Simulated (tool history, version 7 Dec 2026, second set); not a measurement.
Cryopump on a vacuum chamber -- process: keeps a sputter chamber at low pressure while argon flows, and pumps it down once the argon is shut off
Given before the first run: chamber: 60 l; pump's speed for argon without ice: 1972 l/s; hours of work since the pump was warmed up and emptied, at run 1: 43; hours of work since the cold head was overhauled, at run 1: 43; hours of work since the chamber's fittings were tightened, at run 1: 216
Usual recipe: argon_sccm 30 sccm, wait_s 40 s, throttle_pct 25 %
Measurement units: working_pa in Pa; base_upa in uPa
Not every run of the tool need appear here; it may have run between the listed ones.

run	hour	argon_sccm	wait_s	throttle_pct	hours of work since the pump was warmed up and emptied	hours of work since the cold head was overhauled	hours of work since the chamber's fittings were tightened	working_pa	base_upa
1	0.0	30	40	25	43	43	216	0.1043	1.74
2	25.8	30	29	25	54	54	228	0.1046	2.28
3	48.8	30	40	25	64	64	237	0.1040	1.77
4	70.0	30	40	25	73	73	246	0.1038	1.72
5	92.7	30	40	25	83	83	256	0.1035	1.73
6	120.0	30	40	25	95	95	268	0.1035	1.73
7	146.3	30	40	25	106	106	279	0.1042	1.74
8	167.9	30	40	25	115	115	289	0.1029	1.71
9	187.8	30	40	25	124	124	297	0.1034	1.75
10	212.0	30	40	25	134	134	308	0.1026	1.71
11	230.6	30	40	58	142	142	316	0.0449	1.71
12	249.5	30	40	58	150	150	324	0.0445	1.76
13	269.8	30	40	58	159	159	332	0.0452	1.75
14	285.2	37	40	25	166	166	339	0.1273	1.78
15	300.5	31	40	25	172	172	346	0.1078	1.79
16	313.0	31	40	25	178	178	351	0.1067	1.70
17	332.3	31	40	25	186	186	359	0.1074	1.78
18	353.9	20	99	18	195	195	369	0.0960	0.87
19	369.8	20	99	18	202	202	375	0.0957	0.85
20	395.9	30	48	22	213	213	387	0.1182	1.50
21	414.9	30	48	22	221	221	395	0.1164	1.51
22	429.4	30	48	22	228	228	401	0.1173	1.51
23	452.3	30	48	22	238	238	411	0.1182	1.47
24	465.5	38	40	21	243	243	417	0.1576	1.75
25	478.0	38	162	24	249	249	422	0.1372	0.66
26	499.6	38	162	24	258	258	431	0.1380	0.66
27	519.0	38	162	24	266	266	440	0.1370	0.67
28	540.1	25	40	33	275	275	449	0.0656	1.81
29	565.5	24	21	28	286	286	460	0.0755	3.12
30	581.6	24	21	28	293	293	466	0.0750	3.03
31	602.7	19	22	26	302	302	476	0.0635	3.00
32	622.3	23	207	31	311	311	484	0.0652	0.59
33	648.3	23	207	31	322	322	495	0.0650	0.59
34	670.9	23	207	31	332	332	505	0.0637	0.64

5 ways to go on from here, each from the tool as it stands after run 34. What would each give?
A	683.4	13	159	32	337	337	510	?	?
B	683.4	55	207	31	337	337	510	?	?
C	683.4	13	97	25	337	337	510	?	?
D	683.4	40	40	25	337	337	510	?	?
E	683.4	15	73	26	337	337	510	?	?

run	working_pa	base_upa
A	0.0358	0.73
B	0.1547	0.62
C	0.0455	0.93
D	0.1403	1.81
E	0.0497	1.10
With no hidden state in the tool, these same runs would have given:
run	working_pa	base_upa
A	0.0351	0.55
B	0.1517	0.44
C	0.0447	0.76
D	0.1381	1.64
E	0.0489	0.94
